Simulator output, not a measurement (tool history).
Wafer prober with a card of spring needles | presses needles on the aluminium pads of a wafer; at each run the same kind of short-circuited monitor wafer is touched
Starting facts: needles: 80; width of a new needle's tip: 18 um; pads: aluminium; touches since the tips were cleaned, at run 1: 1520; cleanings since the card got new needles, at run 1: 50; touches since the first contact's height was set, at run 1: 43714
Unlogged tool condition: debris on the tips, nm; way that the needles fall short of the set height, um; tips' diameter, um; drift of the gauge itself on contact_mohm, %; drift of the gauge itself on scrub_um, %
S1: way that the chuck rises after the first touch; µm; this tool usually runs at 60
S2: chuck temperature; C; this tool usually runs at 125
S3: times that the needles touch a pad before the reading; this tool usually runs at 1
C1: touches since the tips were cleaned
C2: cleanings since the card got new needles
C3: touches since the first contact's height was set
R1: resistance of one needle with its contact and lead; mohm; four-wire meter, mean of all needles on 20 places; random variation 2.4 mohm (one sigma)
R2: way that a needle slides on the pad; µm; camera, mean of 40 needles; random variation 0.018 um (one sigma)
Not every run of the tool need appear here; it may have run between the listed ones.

Run 1, hour 0.0: usual settings; C1 1520; C2 50; C3 43714. Result: R1 279 mohm, R2 13.54 µm.
At hour 9.9: tips cleaned on abrasive film.
At hour 27.0: tips cleaned on abrasive film.
At hour 43.7: tips cleaned on abrasive film.
Run 2, hour 57.1: usual settings; C1 3886; C2 53; C3 60168. Result: R1 296 mohm, R2 13.48 µm.
At hour 60.6: tips cleaned on abrasive film.
At hour 74.3: tips cleaned on abrasive film.
At hour 78.0: height of the first contact set anew.
At hour 91.6: tips cleaned on abrasive film.
Run 3, hour 101.1: usual settings; C1 2738; C2 56; C3 6663. Result: R1 292 mohm, R2 13.64 µm.
At hour 108.0: tips cleaned on abrasive film.
At hour 124.9: tips cleaned on abrasive film.
At hour 141.9: tips cleaned on abrasive film.
At hour 158.6: tips cleaned on abrasive film.
Run 4, hour 160.5: usual settings but S1 47 µm; C1 540; C2 60; C3 23736. Result: R1 287 mohm, R2 10.65 µm.
At hour 174.1: tips cleaned on abrasive film.
At hour 191.2: tips cleaned on abrasive film.
At hour 207.8: tips cleaned on abrasive film.
Run 5, hour 207.8: usual settings but S1 47 µm; C1 0; C2 63; C3 37361. Result: R1 283 mohm, R2 10.56 µm.
At hour 224.9: tips cleaned on abrasive film.
At hour 238.5: tips cleaned on abrasive film.
At hour 255.6: tips cleaned on abrasive film.
At hour 272.4: tips cleaned on abrasive film.
Run 6, hour 281.0: usual settings but S1 47 µm; C1 2499; C2 67; C3 58427. Result: R1 307 mohm, R2 10.51 µm.
At hour 287.9: tips cleaned on abrasive film.
At hour 304.9: tips cleaned on abrasive film.
At hour 305.2: height of the first contact set anew.
Run 7, hour 311.0: usual settings but S1 47 µm; C1 1670; C2 69; C3 1670. Result: R1 297 mohm, R2 10.69 µm.
At hour 321.3: tips cleaned on abrasive film.
At hour 338.3: tips cleaned on abrasive film.
At hour 355.4: tips cleaned on abrasive film.
At hour 372.4: tips cleaned on abrasive film.
Run 8, hour 372.5: usual settings but S1 47 µm; C1 21; C2 73; C3 19354. Result: R1 286 mohm, R2 10.64 µm.
At hour 386.1: tips cleaned on abrasive film.
At hour 403.1: tips cleaned on abrasive film.
At hour 419.9: tips cleaned on abrasive film.
Run 9, hour 428.8: usual settings but S1 58 µm; C1 2559; C2 76; C3 35571. Result: R1 292 mohm, R2 13.08 µm.
At hour 435.7: tips cleaned on abrasive film.
At hour 452.7: tips cleaned on abrasive film.
At hour 469.6: tips cleaned on abrasive film.
Run 10, hour 479.6: usual settings; C1 2918; C2 79; C3 50209. Result: R1 286 mohm, R2 13.47 µm.
At hour 486.5: tips cleaned on abrasive film.
At hour 500.2: tips cleaned on abrasive film.
At hour 517.0: tips cleaned on abrasive film.
At hour 534.0: tips cleaned on abrasive film.
At hour 534.3: height of the first contact set anew.
Run 11, hour 540.0: usual settings but S1 51 µm; C1 1645; C2 83; C3 1645. Result: R1 297 mohm, R2 11.60 µm.
At hour 550.3: tips cleaned on abrasive film.
At hour 566.9: tips cleaned on abrasive film.
At hour 583.7: tips cleaned on abrasive film.
Run 12, hour 590.9: usual settings but S1 46 µm; C1 2088; C2 86; C3 16292. Result: R1 307 mohm, R2 10.42 µm.
At hour 597.5: tips cleaned on abrasive film.
At hour 614.6: tips cleaned on abrasive film.
At hour 631.6: tips cleaned on abrasive film.
Run 13, hour 640.4: usual settings but S1 45 µm; C1 2540; C2 89; C3 30529. Result: R1 313 mohm, R2 10.13 µm.
At hour 647.3: tips cleaned on abrasive film.
At hour 664.1: tips cleaned on abrasive film.
At hour 681.1: tips cleaned on abrasive film.
Run 14, hour 690.6: usual settings but S1 45 µm; C1 2749; C2 92; C3 44982. Result: R1 317 mohm, R2 10.08 µm.
At hour 697.5: tips cleaned on abrasive film.
At hour 714.5: tips cleaned on abrasive film.
At hour 731.2: tips cleaned on abrasive film.
At hour 748.0: tips cleaned on abrasive film.
At hour 761.6: tips cleaned on abrasive film.
At hour 761.9: height of the first contact set anew.
Run 15, hour 764.1: usual settings but S1 45 µm; C1 633; C2 97; C3 633. Result: R1 294 mohm, R2 10.26 µm.
At hour 777.3: tips cleaned on abrasive film.
At hour 794.4: tips cleaned on abrasive film.
At hour 810.6: tips cleaned on abrasive film.
Run 16, hour 810.6: usual settings but S2 87 C; C1 0; C2 100; C3 13994. Result: R1 264 mohm, R2 13.61 µm.
At hour 827.5: tips cleaned on abrasive film.
At hour 844.1: tips cleaned on abrasive film.
At hour 861.1: tips cleaned on abrasive film.
Run 17, hour 862.3: usual settings but S1 69 µm; C1 335; C2 103; C3 28879. Result: R1 276 mohm, R2 15.59 µm.
At hour 875.7: tips cleaned on abrasive film.
At hour 889.4: tips cleaned on abrasive film.
At hour 906.1: tips cleaned on abrasive film.
Run 18, hour 915.4: usual settings but S1 77 µm, S2 94 C, S3 2; C1 2675; C2 106; C3 44156. Result: R1 270 mohm, R2 17.37 µm.
At hour 922.2: tips cleaned on abrasive film.
At hour 938.9: tips cleaned on abrasive film.
At hour 955.9: tips cleaned on abrasive film.
At hour 973.0: tips cleaned on abrasive film.
At hour 988.1: tips cleaned on abrasive film.
Run 19, hour 988.1: usual settings but S1 77 µm, S2 43 C, S3 2; C1 0; C2 111; C3 65074. Result: R1 246 mohm, R2 17.26 µm.
At hour 991.8: height of the first contact set anew.
At hour 1005.5: tips cleaned on abrasive film.
Run 20, hour 1018.0: usual settings but S1 46 µm, S2 118 C, S3 2; C1 3623; C2 112; C3 7549. Result: R1 301 mohm, R2 10.45 µm.
At hour 1021.5: tips cleaned on abrasive film.
At hour 1038.1: tips cleaned on abrasive film.
At hour 1054.7: tips cleaned on abrasive film.
Run 21, hour 1056.7: usual settings but S1 45 µm, S2 28 C, S3 2; C1 567; C2 115; C3 18670. Result: R1 263 mohm, R2 10.18 µm.
At hour 1070.1: tips cleaned on abrasive film.
At hour 1087.0: tips cleaned on abrasive film.
Run 22, hour 1091.6: usual settings but S1 70 µm, S2 41 C, S3 2; C1 1326; C2 117; C3 28705. Result: R1 253 mohm, R2 15.83 µm.
At hour 1101.8: tips cleaned on abrasive film.
At hour 1118.6: tips cleaned on abrasive film.
Run 23, hour 1127.3: usual settings but S1 70 µm, S2 41 C, S3 2; C1 2516; C2 119; C3 38982. Result: R1 253 mohm, R2 15.82 µm.
At hour 1134.1: tips cleaned on abrasive film.
At hour 1151.2: tips cleaned on abrasive film.
Run 24, hour 1164.4: usual settings but S1 41 µm, S2 45 C, S3 3; C1 3842; C2 121; C3 49692. Result: R1 281 mohm, R2 9.17 µm.
At hour 1167.9: tips cleaned on abrasive film.
At hour 1184.8: tips cleaned on abrasive film.
At hour 1201.9: tips cleaned on abrasive film.
Run 25, hour 1211.6: usual settings but S3 2; C1 2807; C2 124; C3 63253. Result: R1 288 mohm, R2 13.44 µm.
At hour 1218.5: tips cleaned on abrasive film.
At hour 1218.8: height of the first contact set anew.
At hour 1235.8: tips cleaned on abrasive film.
At hour 1252.9: tips cleaned on abrasive film.
At hour 1267.1: tips cleaned on abrasive film.
Run 26, hour 1267.1: usual settings but S3 2; C1 0; C2 128; C3 13903. Result: R1 273 mohm, R2 13.59 µm.
At hour 1280.8: tips cleaned on abrasive film.
At hour 1297.8: tips cleaned on abrasive film.
At hour 1314.8: tips cleaned on abrasive film.
Run 27, hour 1326.8: usual settings but S1 41 µm, S2 79 C; C1 3471; C2 131; C3 31112. Result: R1 319 mohm, R2 9.21 µm.
At hour 1330.3: tips cleaned on abrasive film.
At hour 1344.0: tips cleaned on abrasive film.
At hour 1360.7: tips cleaned on abrasive film.
Run 28, hour 1374.1: usual settings but S1 41 µm, S2 79 C; C1 3858; C2 134; C3 44701. Result: R1 331 mohm, R2 9.18 µm.

Alternative continuations, all from the tool just after run 28; predict every row:
At hour 1377.6: tips cleaned on abrasive film.
At hour 1394.3: tips cleaned on abrasive film.
At hour 1411.4: tips cleaned on abrasive film.
At hour 1428.3: tips cleaned on abrasive film.
Run A, hour 1440.5: usual settings but S1 41 µm, S2 79 C, S3 2; C1 3509; C2 138; C3 63802. Result: R1 ?, R2 ?.
At hour 1377.6: tips cleaned on abrasive film.
At hour 1394.3: tips cleaned on abrasive film.
At hour 1411.4: tips cleaned on abrasive film.
At hour 1428.3: tips cleaned on abrasive film.
Run B, hour 1440.5: usual settings but S1 75 µm, S2 34 C, S3 2; C1 3509; C2 138; C3 63802. Result: R1 ?, R2 ?.
At hour 1377.6: tips cleaned on abrasive film.
At hour 1394.3: tips cleaned on abrasive film.
At hour 1411.4: tips cleaned on abrasive film.
At hour 1428.3: tips cleaned on abrasive film.
Run C, hour 1440.5: usual settings but S1 65 µm, S2 62 C; C1 3509; C2 138; C3 63802. Result: R1 ?, R2 ?.

run   R1     R2
  A  304   9.12
  B  256  16.90
  C  273  14.58
What these runs would have given with no unlogged condition in the tool:
run   R1     R2
  A  270   9.32
  B  244  17.09
  C  250  14.78
